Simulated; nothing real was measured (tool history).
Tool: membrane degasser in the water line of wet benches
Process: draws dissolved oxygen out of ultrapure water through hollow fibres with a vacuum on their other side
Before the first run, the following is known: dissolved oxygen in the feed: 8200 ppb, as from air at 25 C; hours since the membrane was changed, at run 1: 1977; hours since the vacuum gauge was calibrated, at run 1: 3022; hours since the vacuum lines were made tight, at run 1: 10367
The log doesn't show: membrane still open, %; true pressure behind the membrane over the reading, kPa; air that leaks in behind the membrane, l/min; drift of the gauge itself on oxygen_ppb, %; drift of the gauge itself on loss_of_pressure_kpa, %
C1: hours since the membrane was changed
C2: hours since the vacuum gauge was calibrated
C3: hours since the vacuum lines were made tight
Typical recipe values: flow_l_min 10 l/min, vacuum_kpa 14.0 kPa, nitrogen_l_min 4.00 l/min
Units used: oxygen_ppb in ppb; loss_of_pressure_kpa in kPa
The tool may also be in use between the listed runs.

{"run": 1, "hour": 0.0, "flow_l_min": 10, "vacuum_kpa": 14.0, "nitrogen_l_min": 4.0, "C1": 1977, "C2": 3022, "C3": 10367, "oxygen_ppb": 76.2, "loss_of_pressure_kpa": 29.85}
{"run": 2, "hour": 47.4, "flow_l_min": 10, "vacuum_kpa": 14.0, "nitrogen_l_min": 4.0, "C1": 2024, "C2": 3070, "C3": 10415, "oxygen_ppb": 76.7, "loss_of_pressure_kpa": 29.71}
{"run": 3, "hour": 114.4, "flow_l_min": 10, "vacuum_kpa": 14.0, "nitrogen_l_min": 4.0, "C1": 2091, "C2": 3136, "C3": 10482, "oxygen_ppb": 76.4, "loss_of_pressure_kpa": 29.98}
{"run": 4, "hour": 146.2, "flow_l_min": 10, "vacuum_kpa": 14.0, "nitrogen_l_min": 7.51, "C1": 2123, "C2": 3168, "C3": 10514, "oxygen_ppb": 42.7, "loss_of_pressure_kpa": 30.02}
{"run": 5, "hour": 222.8, "flow_l_min": 10, "vacuum_kpa": 14.0, "nitrogen_l_min": 7.51, "C1": 2200, "C2": 3245, "C3": 10590, "oxygen_ppb": 42.7, "loss_of_pressure_kpa": 30.01}
{"run": 6, "hour": 267.3, "flow_l_min": 10, "vacuum_kpa": 14.0, "nitrogen_l_min": 7.51, "C1": 2244, "C2": 3289, "C3": 10635, "oxygen_ppb": 42.6, "loss_of_pressure_kpa": 30.1}
{"run": 7, "hour": 302.4, "flow_l_min": 10, "vacuum_kpa": 14.0, "nitrogen_l_min": 6.07, "C1": 2279, "C2": 3325, "C3": 10670, "oxygen_ppb": 51.9, "loss_of_pressure_kpa": 29.9}
{"run": 8, "hour": 348.3, "flow_l_min": 10, "vacuum_kpa": 18.8, "nitrogen_l_min": 1.99, "C1": 2325, "C2": 3370, "C3": 10716, "oxygen_ppb": 208.0, "loss_of_pressure_kpa": 30.01}
{"run": 9, "hour": 385.4, "flow_l_min": 10, "vacuum_kpa": 18.8, "nitrogen_l_min": 1.99, "C1": 2362, "C2": 3407, "C3": 10753, "oxygen_ppb": 207.4, "loss_of_pressure_kpa": 30.0}
{"hour": 420.1, "done": "vacuum gauge calibrated"}
{"run": 10, "hour": 436.2, "flow_l_min": 10, "vacuum_kpa": 14.4, "nitrogen_l_min": 9.93, "C1": 2413, "C2": 16, "C3": 10803, "oxygen_ppb": 34.0, "loss_of_pressure_kpa": 29.87}
{"run": 11, "hour": 483.9, "flow_l_min": 10, "vacuum_kpa": 13.5, "nitrogen_l_min": 2.34, "C1": 2460, "C2": 64, "C3": 10851, "oxygen_ppb": 119.2, "loss_of_pressure_kpa": 29.95}
{"run": 12, "hour": 518.0, "flow_l_min": 12, "vacuum_kpa": 14.2, "nitrogen_l_min": 8.2, "C1": 2494, "C2": 98, "C3": 10885, "oxygen_ppb": 50.2, "loss_of_pressure_kpa": 36.07}
{"run": 13, "hour": 594.2, "flow_l_min": 11, "vacuum_kpa": 8.5, "nitrogen_l_min": 3.04, "C1": 2571, "C2": 174, "C3": 10961, "oxygen_ppb": 55.9, "loss_of_pressure_kpa": 32.89}
{"run": 14, "hour": 651.4, "flow_l_min": 15, "vacuum_kpa": 18.7, "nitrogen_l_min": 2.01, "C1": 2628, "C2": 231, "C3": 11018, "oxygen_ppb": 299.2, "loss_of_pressure_kpa": 45.06}

Selected run-to-run steps in oxygen_ppb, each split into two signed amounts: the part the tool would show with no hidden state at all (from settings, incoming material and random variation), and the remainder, which goes to the hidden state together with any gauge scatter not common to the measured and the hidden-state-free results:
Run 9 -> 10: vacuum_kpa 18.8 -> 14.4, nitrogen_l_min 1.99 -> 9.93, vacuum gauge calibrated. oxygen_ppb -173.4 ppb: hidden state -14.3, all else -159.1.
Run 13 -> 14: flow_l_min 11 -> 15, vacuum_kpa 8.5 -> 18.7, nitrogen_l_min 3.04 -> 2.01. oxygen_ppb +243.3 ppb: hidden state +10.9, all else +232.4.
